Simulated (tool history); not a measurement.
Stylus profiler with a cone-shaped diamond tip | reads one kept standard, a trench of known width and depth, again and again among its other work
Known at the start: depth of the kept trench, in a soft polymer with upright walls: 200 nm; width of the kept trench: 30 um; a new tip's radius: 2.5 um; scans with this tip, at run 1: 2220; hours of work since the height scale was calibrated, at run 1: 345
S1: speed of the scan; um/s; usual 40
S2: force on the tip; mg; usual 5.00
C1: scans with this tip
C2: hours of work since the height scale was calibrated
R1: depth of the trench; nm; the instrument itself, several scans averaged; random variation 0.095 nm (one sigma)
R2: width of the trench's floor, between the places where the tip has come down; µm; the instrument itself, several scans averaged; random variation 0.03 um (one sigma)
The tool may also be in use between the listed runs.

run 1 hour=0.0 | S1=40 S2=5.00 | C1=2220 C2=345 | R1=202.26 R2=27.83
run 2 hour=10.1 | S1=40 S2=5.00 | C1=2266 C2=352 | R1=202.26 R2=27.83
run 3 hour=19.1 | S1=30 S2=5.00 | C1=2307 C2=358 | R1=202.19 R2=27.88
run 4 hour=29.7 | S1=40 S2=5.00 | C1=2355 C2=366 | R1=202.28 R2=27.78
run 5 hour=44.4 | S1=40 S2=5.00 | C1=2422 C2=376 | R1=202.29 R2=27.84
run 6 hour=56.7 | S1=40 S2=5.00 | C1=2478 C2=385 | R1=202.30 R2=27.86
run 7 hour=71.8 | S1=40 S2=5.00 | C1=2546 C2=395 | R1=202.45 R2=27.86
run 8 hour=86.2 | S1=40 S2=5.00 | C1=2612 C2=406 | R1=202.28 R2=27.85
run 9 hour=94.2 | S1=12 S2=5.00 | C1=2648 C2=411 | R1=202.26 R2=27.92
run 10 hour=106.0 | S1=12 S2=5.00 | C1=2702 C2=420 | R1=202.33 R2=27.93
run 11 hour=116.9 | S1=40 S2=5.00 | C1=2752 C2=427 | R1=202.41 R2=27.88
run 12 hour=133.4 | S1=40 S2=5.00 | C1=2827 C2=439 | R1=202.21 R2=27.78
run 13 hour=144.4 | S1=40 S2=5.00 | C1=2876 C2=447 | R1=202.19 R2=27.85
run 14 hour=157.4 | S1=40 S2=5.00 | C1=2935 C2=456 | R1=202.28 R2=27.81
run 15 hour=170.3 | S1=40 S2=5.00 | C1=2994 C2=465 | R1=202.47 R2=27.83
run 16 hour=186.9 | S1=40 S2=5.00 | C1=3069 C2=477 | R1=202.47 R2=27.78
run 17 hour=197.1 | S1=81 S2=5.00 | C1=3116 C2=484 | R1=202.37 R2=27.71
run 18 hour=210.8 | S1=81 S2=5.00 | C1=3178 C2=493 | R1=202.45 R2=27.74
run 19 hour=227.5 | S1=81 S2=5.00 | C1=3254 C2=505 | R1=202.43 R2=27.65
run 20 hour=239.9 | S1=26 S2=5.00 | C1=3310 C2=514 | R1=202.25 R2=27.85
run 21 hour=251.2 | S1=40 S2=5.00 | C1=3361 C2=522 | R1=202.35 R2=27.86
run 22 hour=258.7 | S1=40 S2=5.00 | C1=3396 C2=527 | R1=202.37 R2=27.89
run 23 hour=273.4 | S1=40 S2=5.00 | C1=3463 C2=538 | R1=202.34 R2=27.78
run 24 hour=284.8 | S1=40 S2=5.41 | C1=3514 C2=546 | R1=202.41 R2=27.81
run 25 hour=301.0 | S1=61 S2=5.00 | C1=3588 C2=557 | R1=202.52 R2=27.75
run 26 hour=317.9 | S1=111 S2=4.61 | C1=3665 C2=569 | R1=202.34 R2=27.58
run 27 hour=327.7 | S1=132 S2=2.74 | C1=3709 C2=576 | R1=201.78 R2=27.39
run 28 hour=342.0 | S1=132 S2=2.74 | C1=3774 C2=586 | R1=201.71 R2=27.30
run 29 hour=353.7 | S1=143 S2=2.06 | C1=3827 C2=594 | R1=201.44 R2=27.25
run 30 hour=360.7 | S1=54 S2=11.93 | C1=3859 C2=599 | R1=204.16 R2=27.80
run 31 hour=377.4 | S1=54 S2=11.93 | C1=3935 C2=611 | R1=204.07 R2=27.79
run 32 hour=386.7 | S1=33 S2=6.06 | C1=3978 C2=618 | R1=202.73 R2=27.84
run 33 hour=403.0 | S1=94 S2=2.58 | C1=4051 C2=629 | R1=201.65 R2=27.48
run 34 hour=416.6 | S1=94 S2=2.58 | C1=4113 C2=639 | R1=201.59 R2=27.51
run 35 hour=428.6 | S1=94 S2=2.58 | C1=4167 C2=647 | R1=201.79 R2=27.52
run 36 hour=438.7 | S1=59 S2=3.15 | C1=4214 C2=654 | R1=201.98 R2=27.67
run 37 hour=451.2 | S1=18 S2=7.90 | C1=4270 C2=663 | R1=203.20 R2=27.88
run 38 hour=463.3 | S1=93 S2=7.01 | C1=4325 C2=672 | R1=203.01 R2=27.69
run 39 hour=474.2 | S1=42 S2=2.93 | C1=4375 C2=679 | R1=202.07 R2=27.72
run 40 hour=489.2 | S1=42 S2=2.93 | C1=4443 C2=690 | R1=201.56 R2=27.77
run 41 hour=504.8 | S1=42 S2=2.93 | C1=4514 C2=701 | R1=201.90 R2=27.74
run 42 hour=517.7 | S1=40 S2=13.86 | C1=4572 C2=710 | R1=204.53 R2=27.77
run 43 hour=530.9 | S1=40 S2=13.86 | C1=4633 C2=719 | R1=204.56 R2=27.82
run 44 hour=540.1 | S1=14 S2=1.87 | C1=4674 C2=726 | R1=201.57 R2=27.82
run 45 hour=547.8 | S1=41 S2=4.99 | C1=4709 C2=731 | R1=202.39 R2=27.77
run 46 hour=561.9 | S1=42 S2=5.97 | C1=4773 C2=741 | R1=202.74 R2=27.73
run 47 hour=575.5 | S1=70 S2=2.09 | C1=4835 C2=751 | R1=201.65 R2=27.57

Hidden state or all else? Some run-to-run changes of R1, split into what the settings, what came in and random variation would give without the hidden state, and what is left for the hidden state (with any gauge scatter that isn't in both results):
The hidden state here: radius of the tip, um; height scale over the true one, %; drift of the gauge itself on depth_nm, %; drift of the gauge itself on floor_um, %.
Run 2 -> 3: S1 40 -> 30. R1 -0.07 nm: hidden state +0.01, all else -0.08.
Run 13 -> 14: no setting changed, nothing entered. R1 +0.09 nm: hidden state +0.02, all else +0.07.
Run 22 -> 23: no setting changed, nothing entered. R1 -0.03 nm: hidden state +0.02, all else -0.05.
Run 29 -> 30: S1 143 -> 54, S2 2.06 -> 11.93. R1 +2.72 nm: hidden state +0.01, all else +2.71.
Run 41 -> 42: S1 42 -> 40, S2 2.93 -> 13.86. R1 +2.63 nm: hidden state +0.01, all else +2.62.
Run 43 -> 44: S1 40 -> 14, S2 13.86 -> 1.87. R1 -2.99 nm: hidden state +0.00, all else -2.99.

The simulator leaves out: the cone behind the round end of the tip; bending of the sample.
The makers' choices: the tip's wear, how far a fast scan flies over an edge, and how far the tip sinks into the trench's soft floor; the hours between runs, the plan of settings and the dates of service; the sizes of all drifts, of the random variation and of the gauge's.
